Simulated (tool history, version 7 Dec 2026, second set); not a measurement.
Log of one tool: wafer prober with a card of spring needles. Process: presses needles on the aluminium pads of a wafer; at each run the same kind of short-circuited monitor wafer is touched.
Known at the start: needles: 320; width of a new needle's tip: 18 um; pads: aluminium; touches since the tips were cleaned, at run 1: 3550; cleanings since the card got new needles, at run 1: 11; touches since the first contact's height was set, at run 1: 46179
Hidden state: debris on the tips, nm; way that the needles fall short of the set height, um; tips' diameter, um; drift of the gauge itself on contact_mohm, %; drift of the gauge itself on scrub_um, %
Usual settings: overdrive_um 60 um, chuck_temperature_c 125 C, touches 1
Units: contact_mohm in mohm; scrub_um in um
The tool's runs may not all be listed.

run   hour  overdrive_um  chuck_temperature_c  touches  touches since the tips were cleaned  cleanings since the card got new needles  touches since the first contact's height was set  contact_mohm  scrub_um
  1      0            60                  125        1                                 3550                                        11                                             46179           379      8.62
       2.2  -- tips cleaned on abrasive film
      17.4  -- tips cleaned on abrasive film
  2   18.9            60                  125        1                                  371                                        13                                             50966           317       8.6
      33.3  -- tips cleaned on abrasive film
      47.4  -- tips cleaned on abrasive film
  3   55.8            60                   78        1                                 2148                                        15                                             60397           354      8.58
      63.9  -- tips cleaned on abrasive film
  4   74.5            60                  125        1                                 2737                                        16                                             65182           378      8.55
      80.1  -- tips cleaned on abrasive film
      96.6  -- tips cleaned on abrasive film
  5  108.1            60                  125        2                                 2970                                        18                                             73755           354      8.53
     111.3  -- tips cleaned on abrasive film
     127.3  -- tips cleaned on abrasive film
  6  138.9            60                  125        2                                 2980                                        20                                             81590           342      8.51
     142.4  -- tips cleaned on abrasive film
     157.7  -- tips cleaned on abrasive film
     172.1  -- tips cleaned on abrasive film
  7  173.9            60                   50        1                                  474                                        23                                             90503           307      8.47
     186.7  -- tips cleaned on abrasive film
     200.9  -- tips cleaned on abrasive film
     216.3  -- tips cleaned on abrasive film
  8  216.3            42                   50        1                                    0                                        26                                            101303           317      5.83
     231.5  -- tips cleaned on abrasive film
     246.3  -- tips cleaned on abrasive film
     261.5  -- tips cleaned on abrasive film
  9  262.6            42                   50        1                                  288                                        29                                            113110           324      5.78
     278.4  -- tips cleaned on abrasive film
     295.3  -- tips cleaned on abrasive film
 10  307.5            77                  125        1                                 3115                                        31                                            124580           352     10.84
     309.6  -- tips cleaned on abrasive film
       326  -- tips cleaned on abrasive film
 11  338.7            60                   56        1                                 3278                                        33                                            132555           386      8.32
     342.3  -- tips cleaned on abrasive film
     359.5  -- tips cleaned on abrasive film
 12  363.1            60                   56        1                                  927                                        35                                            138746           325      8.32
     375.1  -- tips cleaned on abrasive film
     389.7  -- tips cleaned on abrasive film
 13    396            71                   56        2                                 1607                                        37                                            147140           302      9.92
     405.4  -- tips cleaned on abrasive film
     405.7  -- height of the first contact set anew
     421.3  -- tips cleaned on abrasive film
 14  421.3            71                   56        2                                    0                                        39                                              3978           280     10.29
     437.2  -- tips cleaned on abrasive film
 15  442.3            80                   78        1                                 1306                                        40                                              9331           314     11.61
     452.2  -- tips cleaned on abrasive film
     467.4  -- tips cleaned on abrasive film
 16  469.3            69                   48        1                                  504                                        42                                             16234           300     10.01
     484.4  -- tips cleaned on abrasive film
 17  491.4            73                   27        2                                 1815                                        43                                             21876           296     10.57
     499.4  -- tips cleaned on abrasive film
     515.8  -- tips cleaned on abrasive film
 18    526            76                   27        2                                 2619                                        45                                             30686           298     10.98

Forecast each of these 5 alternatives for the next run:
     532.3  -- tips cleaned on abrasive film
     548.1  -- tips cleaned on abrasive film
       563  -- tips cleaned on abrasive film
  A  565.7            46                   59        1                                  704                                        48                                             40822             ?         ?
     532.3  -- tips cleaned on abrasive film
     548.1  -- tips cleaned on abrasive film
       563  -- tips cleaned on abrasive film
  B  565.7            76                   28        1                                  704                                        48                                             40822             ?         ?
     532.3  -- tips cleaned on abrasive film
     548.1  -- tips cleaned on abrasive film
       563  -- tips cleaned on abrasive film
  C  565.7            76                  116        2                                  704                                        48                                             40822             ?         ?
     532.3  -- tips cleaned on abrasive film
     548.1  -- tips cleaned on abrasive film
       563  -- tips cleaned on abrasive film
  D  565.7            64                   31        1                                  704                                        48                                             40822             ?         ?
     532.3  -- tips cleaned on abrasive film
     548.1  -- tips cleaned on abrasive film
       563  -- tips cleaned on abrasive film
  E  565.7            52                   58        1                                  704                                        48                                             40822             ?         ?

run  contact_mohm  scrub_um
  A           342      6.57
  B           290     10.96
  C           305     10.97
  D           302       9.2
  E           329      7.48
Without the tool's hidden state the same runs would have given:
run  contact_mohm  scrub_um
  A           282      6.68
  B           265     11.08
  C           291     11.09
  D           268      9.31
  E           282       7.6

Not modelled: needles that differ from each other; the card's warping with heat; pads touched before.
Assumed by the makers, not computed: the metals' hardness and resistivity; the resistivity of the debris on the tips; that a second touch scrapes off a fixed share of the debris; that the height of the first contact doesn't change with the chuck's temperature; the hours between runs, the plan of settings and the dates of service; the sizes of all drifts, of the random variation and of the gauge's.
